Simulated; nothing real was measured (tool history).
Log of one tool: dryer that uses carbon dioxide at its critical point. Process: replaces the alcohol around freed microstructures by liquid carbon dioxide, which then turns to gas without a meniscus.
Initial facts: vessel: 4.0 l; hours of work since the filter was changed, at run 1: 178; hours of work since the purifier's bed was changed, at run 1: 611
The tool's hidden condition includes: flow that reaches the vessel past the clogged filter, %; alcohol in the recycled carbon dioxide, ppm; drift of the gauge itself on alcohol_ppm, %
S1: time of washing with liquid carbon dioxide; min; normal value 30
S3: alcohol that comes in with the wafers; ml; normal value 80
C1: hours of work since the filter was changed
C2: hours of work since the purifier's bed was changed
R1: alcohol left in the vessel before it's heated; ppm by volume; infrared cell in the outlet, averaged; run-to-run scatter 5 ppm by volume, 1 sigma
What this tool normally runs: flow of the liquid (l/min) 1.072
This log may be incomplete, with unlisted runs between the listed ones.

{"run": 1, "day": 0.0, "S1": 30, "flow of the liquid (l/min)": 1.072, "S3": 80, "C1": 178, "C2": 611, "R1": 171}
{"run": 2, "day": 0.808, "S1": 30, "flow of the liquid (l/min)": 1.072, "S3": 80, "C1": 193, "C2": 626, "R1": 181}
{"run": 3, "day": 1.625, "S1": 30, "flow of the liquid (l/min)": 1.072, "S3": 80, "C1": 209, "C2": 642, "R1": 188}
{"run": 4, "day": 2.533, "S1": 30, "flow of the liquid (l/min)": 1.072, "S3": 80, "C1": 226, "C2": 659, "R1": 205}
{"run": 5, "day": 3.225, "S1": 30, "flow of the liquid (l/min)": 1.072, "S3": 80, "C1": 239, "C2": 672, "R1": 205}
{"run": 6, "day": 4.542, "S1": 29, "flow of the liquid (l/min)": 1.04, "S3": 85, "C1": 264, "C2": 697, "R1": 235}
{"run": 7, "day": 5.579, "S1": 29, "flow of the liquid (l/min)": 1.04, "S3": 85, "C1": 283, "C2": 716, "R1": 242}
{"run": 8, "day": 6.838, "S1": 30, "flow of the liquid (l/min)": 1.33, "S3": 80, "C1": 307, "C2": 740, "R1": 173}
{"run": 9, "day": 8.217, "S1": 32, "flow of the liquid (l/min)": 1.65, "S3": 35, "C1": 333, "C2": 766, "R1": 162}
{"run": 10, "day": 9.496, "S1": 32, "flow of the liquid (l/min)": 1.65, "S3": 35, "C1": 357, "C2": 790, "R1": 175}

Forecast each of these 3 alternatives for the next run:
{"run": "A", "day": 10.233, "S1": 26, "flow of the liquid (l/min)": 0.92, "S3": 26, "C1": 371, "C2": 804, "R1": "?"}
{"run": "B", "day": 10.233, "S1": 21, "flow of the liquid (l/min)": 1.79, "S3": 24, "C1": 371, "C2": 804, "R1": "?"}
{"run": "C", "day": 10.233, "S1": 22, "flow of the liquid (l/min)": 0.94, "S3": 80, "C1": 371, "C2": 804, "R1": "?"}

run=A R1=266
run=B R1=177
run=C R1=690
Without the tool's hidden state the same runs would have given:
run=A R1=76
run=B R1=11
run=C R1=388
